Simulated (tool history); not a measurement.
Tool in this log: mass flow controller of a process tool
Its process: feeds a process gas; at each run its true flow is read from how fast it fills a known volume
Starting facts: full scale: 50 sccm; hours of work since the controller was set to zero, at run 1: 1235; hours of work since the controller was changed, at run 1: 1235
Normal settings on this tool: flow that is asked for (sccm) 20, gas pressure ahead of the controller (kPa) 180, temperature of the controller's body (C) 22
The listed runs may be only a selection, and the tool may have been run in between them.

run,day,flow that is asked for (sccm),gas pressure ahead of the controller (kPa),temperature of the controller's body (C),hours of work since the controller was set to zero,hours of work since the controller was changed,true flow (%)
1,0,20,180,22,1235,1235,98.42
2,2.854,20,180,22,1264,1264,98.44
3,8.6,20,180,22,1321,1321,98.43
4,12.854,20,180,22,1364,1364,98.31
5,18.096,20,180,22,1416,1416,98.26
6,21.038,20,180,22,1445,1445,98.3
7,24.946,20,180,22,1484,1484,98.14
8,28.267,20,180,22,1517,1517,98.14
9,30.838,20,180,22,1543,1543,98.09
10,35.754,20,180,22,1592,1592,97.76
11,38.196,20,180,22,1616,1616,97.97
12,42.546,20,180,22,1660,1660,97.74
13,47.846,20,180,22,1713,1713,97.8
14,51.438,20,180,22,1748,1748,97.68
15,57,20,180,22,1804,1804,97.66
16,60.604,20,171,22,1840,1840,97.42
17,64.85,20,180,22,1882,1882,97.38
18,67.771,20,180,22,1911,1911,97.34
19,73.229,20,180,22,1966,1966,97.18
20,77.088,20,180,22,2004,2004,97.27
21,81.567,20,180,22,2049,2049,97.12
22,84.629,20,180,22,2080,2080,97.17
23,89.325,20,180,22,2126,2126,97.02
24,94.471,20,180,22,2178,2178,96.92
25,97.625,20,180,22,2209,2209,96.84
26,100.788,20,251,29,2241,2241,96.9
27,104.412,39,212,24,2277,2277,97.79
28,107.875,20,234,24,2311,2311,96.86
29,111.679,20,210,22,2349,2349,96.91
30,117.471,20,180,21,2407,2407,96.69
31,120.242,5,247,23,2435,2435,96.17
32,126.075,27,147,32,2493,2493,96.12
# day 130.908: gauge calibrated
33,131.058,18,156,21,2543,2543,98.35
34,133.888,19,200,25,2571,2571,98.4
35,139.625,30,157,35,2628,2628,97.98
36,143.742,30,157,28,2669,2669,98.5
37,148.271,11,170,28,2714,2714,97.41
38,153.058,11,170,28,2762,2762,97.3
39,158.946,11,170,28,2821,2821,97.31
40,163.388,13,177,28,2865,2865,97.32
41,167.808,20,233,31,2909,2909,97.78
42,172.45,33,176,21,2956,2956,98.48
43,175.962,17,176,23,2991,2991,97.58
44,178.604,17,171,25,3017,3017,97.34
45,181.871,8,180,22,3050,3050,97.16
46,185.45,10,180,31,3085,3085,96.76
47,189.017,34,229,31,3121,3121,98.12
48,193.946,22,214,26,3170,3170,97.62

Across each entry between runs, compare the hidden state at the last listed run before it with the hidden state at the first listed run after it:
Logged between run 32 and run 33: gauge calibrated (day 130.908)
  drift of the gauge itself on true_pct, %: -2.15 -> 0
  difference, measured minus the result without the unlogged condition, true flow (%): -2.1 -> +0
